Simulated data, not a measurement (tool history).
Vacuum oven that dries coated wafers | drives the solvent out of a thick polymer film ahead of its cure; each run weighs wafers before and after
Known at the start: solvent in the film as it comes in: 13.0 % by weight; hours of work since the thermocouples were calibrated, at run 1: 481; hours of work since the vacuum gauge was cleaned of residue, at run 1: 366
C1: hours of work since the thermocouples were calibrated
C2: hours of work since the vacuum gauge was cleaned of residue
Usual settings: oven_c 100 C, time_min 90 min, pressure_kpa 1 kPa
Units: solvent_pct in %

{"run": 1, "hour": 0.0, "oven_c": 100, "time_min": 90, "pressure_kpa": 1, "C1": 481, "C2": 366, "solvent_pct": 2.41}
{"run": 2, "hour": 30.4, "oven_c": 100, "time_min": 90, "pressure_kpa": 1, "C1": 499, "C2": 384, "solvent_pct": 2.43}
{"run": 3, "hour": 71.3, "oven_c": 100, "time_min": 69, "pressure_kpa": 1, "C1": 523, "C2": 407, "solvent_pct": 3.34}
{"run": 4, "hour": 128.0, "oven_c": 100, "time_min": 69, "pressure_kpa": 1, "C1": 556, "C2": 440, "solvent_pct": 3.31}
{"run": 5, "hour": 172.3, "oven_c": 100, "time_min": 90, "pressure_kpa": 1, "C1": 582, "C2": 466, "solvent_pct": 2.42}
{"run": 6, "hour": 220.3, "oven_c": 100, "time_min": 90, "pressure_kpa": 1, "C1": 610, "C2": 494, "solvent_pct": 2.41}
{"run": 7, "hour": 277.4, "oven_c": 90, "time_min": 90, "pressure_kpa": 1, "C1": 643, "C2": 527, "solvent_pct": 4.45}
{"run": 8, "hour": 332.4, "oven_c": 100, "time_min": 90, "pressure_kpa": 1, "C1": 675, "C2": 559, "solvent_pct": 2.42}
{"run": 9, "hour": 393.0, "oven_c": 100, "time_min": 90, "pressure_kpa": 1, "C1": 710, "C2": 595, "solvent_pct": 2.41}
{"run": 10, "hour": 434.2, "oven_c": 93, "time_min": 90, "pressure_kpa": 1, "C1": 734, "C2": 619, "solvent_pct": 3.8}
{"run": 11, "hour": 490.4, "oven_c": 93, "time_min": 90, "pressure_kpa": 1, "C1": 767, "C2": 652, "solvent_pct": 3.81}
{"run": 12, "hour": 531.4, "oven_c": 93, "time_min": 90, "pressure_kpa": 1, "C1": 791, "C2": 675, "solvent_pct": 3.81}
{"run": 13, "hour": 578.7, "oven_c": 93, "time_min": 90, "pressure_kpa": 1, "C1": 818, "C2": 703, "solvent_pct": 3.81}
{"run": 14, "hour": 616.6, "oven_c": 93, "time_min": 90, "pressure_kpa": 1, "C1": 840, "C2": 725, "solvent_pct": 3.8}
{"run": 15, "hour": 654.7, "oven_c": 93, "time_min": 59, "pressure_kpa": 1, "C1": 863, "C2": 747, "solvent_pct": 5.31}
{"run": 16, "hour": 700.9, "oven_c": 93, "time_min": 59, "pressure_kpa": 1, "C1": 889, "C2": 774, "solvent_pct": 5.32}
{"run": 17, "hour": 737.2, "oven_c": 93, "time_min": 59, "pressure_kpa": 1.96, "C1": 911, "C2": 795, "solvent_pct": 5.63}
{"run": 18, "hour": 802.2, "oven_c": 100, "time_min": 90, "pressure_kpa": 1, "C1": 949, "C2": 833, "solvent_pct": 2.4}
{"run": 19, "hour": 872.1, "oven_c": 100, "time_min": 59, "pressure_kpa": 1, "C1": 989, "C2": 874, "solvent_pct": 3.86}
{"run": 20, "hour": 930.5, "oven_c": 100, "time_min": 90, "pressure_kpa": 0.82, "C1": 1023, "C2": 908, "solvent_pct": 2.32}
{"run": 21, "hour": 991.8, "oven_c": 93, "time_min": 90, "pressure_kpa": 1, "C1": 1059, "C2": 944, "solvent_pct": 3.77}
{"run": 22, "hour": 1033.7, "oven_c": 93, "time_min": 126, "pressure_kpa": 1, "C1": 1083, "C2": 968, "solvent_pct": 2.63}
{"run": 23, "hour": 1066.5, "oven_c": 93, "time_min": 126, "pressure_kpa": 1, "C1": 1102, "C2": 987, "solvent_pct": 2.61}
{"run": 24, "hour": 1121.1, "oven_c": 93, "time_min": 126, "pressure_kpa": 1, "C1": 1134, "C2": 1019, "solvent_pct": 2.61}
{"run": 25, "hour": 1182.6, "oven_c": 95, "time_min": 61, "pressure_kpa": 1, "C1": 1170, "C2": 1055, "solvent_pct": 4.73}
{"run": 26, "hour": 1254.8, "oven_c": 100, "time_min": 90, "pressure_kpa": 0.58, "C1": 1212, "C2": 1097, "solvent_pct": 2.21}
{"run": 27, "hour": 1300.6, "oven_c": 99, "time_min": 79, "pressure_kpa": 0.58, "C1": 1239, "C2": 1123, "solvent_pct": 2.79}
{"run": 28, "hour": 1359.9, "oven_c": 112, "time_min": 90, "pressure_kpa": 1, "C1": 1273, "C2": 1158, "solvent_pct": 0.8}
{"run": 29, "hour": 1427.7, "oven_c": 100, "time_min": 65, "pressure_kpa": 0.82, "C1": 1313, "C2": 1197, "solvent_pct": 3.37}
{"hour": 1473.8, "done": "oven's thermocouples calibrated"}
{"run": 30, "hour": 1497.2, "oven_c": 101, "time_min": 65, "pressure_kpa": 0.87, "C1": 14, "C2": 1237, "solvent_pct": 3.38}
{"run": 31, "hour": 1562.2, "oven_c": 102, "time_min": 74, "pressure_kpa": 1, "C1": 51, "C2": 1275, "solvent_pct": 2.76}
{"run": 32, "hour": 1599.2, "oven_c": 94, "time_min": 123, "pressure_kpa": 3.13, "C1": 73, "C2": 1296, "solvent_pct": 3.64}
{"run": 33, "hour": 1651.9, "oven_c": 100, "time_min": 100, "pressure_kpa": 1.61, "C1": 104, "C2": 1327, "solvent_pct": 2.42}
{"run": 34, "hour": 1713.1, "oven_c": 100, "time_min": 153, "pressure_kpa": 1, "C1": 139, "C2": 1362, "solvent_pct": 1.21}
{"run": 35, "hour": 1768.2, "oven_c": 100, "time_min": 153, "pressure_kpa": 1, "C1": 171, "C2": 1395, "solvent_pct": 1.17}
{"run": 36, "hour": 1823.9, "oven_c": 93, "time_min": 70, "pressure_kpa": 2.83, "C1": 204, "C2": 1427, "solvent_pct": 5.51}
{"run": 37, "hour": 1853.4, "oven_c": 93, "time_min": 70, "pressure_kpa": 2.83, "C1": 221, "C2": 1444, "solvent_pct": 5.51}
{"hour": 1892.9, "done": "vacuum gauge cleaned of residue and calibrated"}
{"run": 38, "hour": 1902.2, "oven_c": 100, "time_min": 65, "pressure_kpa": 0.85, "C1": 249, "C2": 5, "solvent_pct": 3.42}
{"run": 39, "hour": 1975.0, "oven_c": 100, "time_min": 65, "pressure_kpa": 0.85, "C1": 291, "C2": 48, "solvent_pct": 3.43}
{"run": 40, "hour": 2021.7, "oven_c": 93, "time_min": 124, "pressure_kpa": 1, "C1": 318, "C2": 75, "solvent_pct": 2.62}
{"run": 41, "hour": 2092.8, "oven_c": 109, "time_min": 123, "pressure_kpa": 3.41, "C1": 360, "C2": 116, "solvent_pct": 1.35}
{"run": 42, "hour": 2139.4, "oven_c": 113, "time_min": 90, "pressure_kpa": 1.81, "C1": 387, "C2": 144, "solvent_pct": 0.94}
{"run": 43, "hour": 2178.9, "oven_c": 113, "time_min": 90, "pressure_kpa": 1.81, "C1": 410, "C2": 167, "solvent_pct": 0.91}
{"run": 44, "hour": 2222.3, "oven_c": 113, "time_min": 90, "pressure_kpa": 1.81, "C1": 435, "C2": 192, "solvent_pct": 0.9}
{"run": 45, "hour": 2261.3, "oven_c": 113, "time_min": 90, "pressure_kpa": 1.81, "C1": 458, "C2": 215, "solvent_pct": 0.91}
{"run": 46, "hour": 2327.2, "oven_c": 112, "time_min": 90, "pressure_kpa": 3.66, "C1": 496, "C2": 253, "solvent_pct": 1.53}
{"run": 47, "hour": 2380.6, "oven_c": 111, "time_min": 67, "pressure_kpa": 2.79, "C1": 527, "C2": 284, "solvent_pct": 1.92}

The same runs without the tool's hidden state, with the same run-to-run variation:
The hidden state here: true wafer temperature over the reading, C; true pressure over the reading, kPa; drift of the gauge itself on solvent_pct, %.
run=1 solvent_pct=2.43
run=2 solvent_pct=2.44
run=3 solvent_pct=3.36
run=4 solvent_pct=3.34
run=5 solvent_pct=2.45
run=6 solvent_pct=2.44
run=7 solvent_pct=4.49
run=8 solvent_pct=2.45
run=9 solvent_pct=2.45
run=10 solvent_pct=3.85
run=11 solvent_pct=3.87
run=12 solvent_pct=3.87
run=13 solvent_pct=3.87
run=14 solvent_pct=3.86
run=15 solvent_pct=5.38
run=16 solvent_pct=5.4
run=17 solvent_pct=5.71
run=18 solvent_pct=2.46
run=19 solvent_pct=3.96
run=20 solvent_pct=2.39
run=21 solvent_pct=3.87
run=22 solvent_pct=2.7
run=23 solvent_pct=2.67
run=24 solvent_pct=2.68
run=25 solvent_pct=4.86
run=26 solvent_pct=2.3
run=27 solvent_pct=2.91
run=28 solvent_pct=0.82
run=29 solvent_pct=3.52
run=30 solvent_pct=3.34
run=31 solvent_pct=2.72
run=32 solvent_pct=3.56
run=33 solvent_pct=2.36
run=34 solvent_pct=1.12
run=35 solvent_pct=1.08
run=36 solvent_pct=5.48
run=37 solvent_pct=5.49
run=38 solvent_pct=3.53
run=39 solvent_pct=3.54
run=40 solvent_pct=2.73
run=41 solvent_pct=1.39
run=42 solvent_pct=0.99
run=43 solvent_pct=0.96
run=44 solvent_pct=0.95
run=45 solvent_pct=0.96
run=46 solvent_pct=1.59
run=47 solvent_pct=2.02
